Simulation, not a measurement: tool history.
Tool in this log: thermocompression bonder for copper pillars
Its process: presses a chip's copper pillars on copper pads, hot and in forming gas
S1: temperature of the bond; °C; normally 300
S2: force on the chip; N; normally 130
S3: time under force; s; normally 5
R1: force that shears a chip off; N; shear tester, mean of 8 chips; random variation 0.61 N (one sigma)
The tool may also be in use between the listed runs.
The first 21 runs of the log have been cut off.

run,day,S1,S2,S3,R1
22,7.075,329,130,3,84.0
23,7.496,329,130,3,83.5
24,7.808,300,160,10,99.9
25,8.250,292,160,5,72.7
# day 8.392: force cell calibrated, once more
26,8.575,300,140,5,73.0
27,8.962,293,119,10,76.2
28,9.321,300,101,6,61.7
29,9.783,284,192,6,78.5
30,10.100,284,192,6,79.0
31,10.542,284,145,6,64.4
32,10.746,300,145,3,63.7
33,11.246,300,145,3,63.0
34,11.542,326,130,4,86.2
35,11.988,300,130,7,77.9
36,12.288,300,176,7,93.0
37,12.554,291,182,7,86.0
38,12.821,300,119,5,64.9
39,13.325,300,172,5,83.1
40,13.708,300,186,10,107.0

3 ways to go on from here, each from the tool as it stands after run 40. What would each give?
A,14.046,300,186,12,?
B,14.046,283,156,5,?
C,14.046,287,159,4,?

run,R1
A,108.0
B,62.9
C,62.9
Stripped of hidden state, with their random variation kept, the same runs would have yielded:
run,R1
A,112.7
B,63.8
C,63.8

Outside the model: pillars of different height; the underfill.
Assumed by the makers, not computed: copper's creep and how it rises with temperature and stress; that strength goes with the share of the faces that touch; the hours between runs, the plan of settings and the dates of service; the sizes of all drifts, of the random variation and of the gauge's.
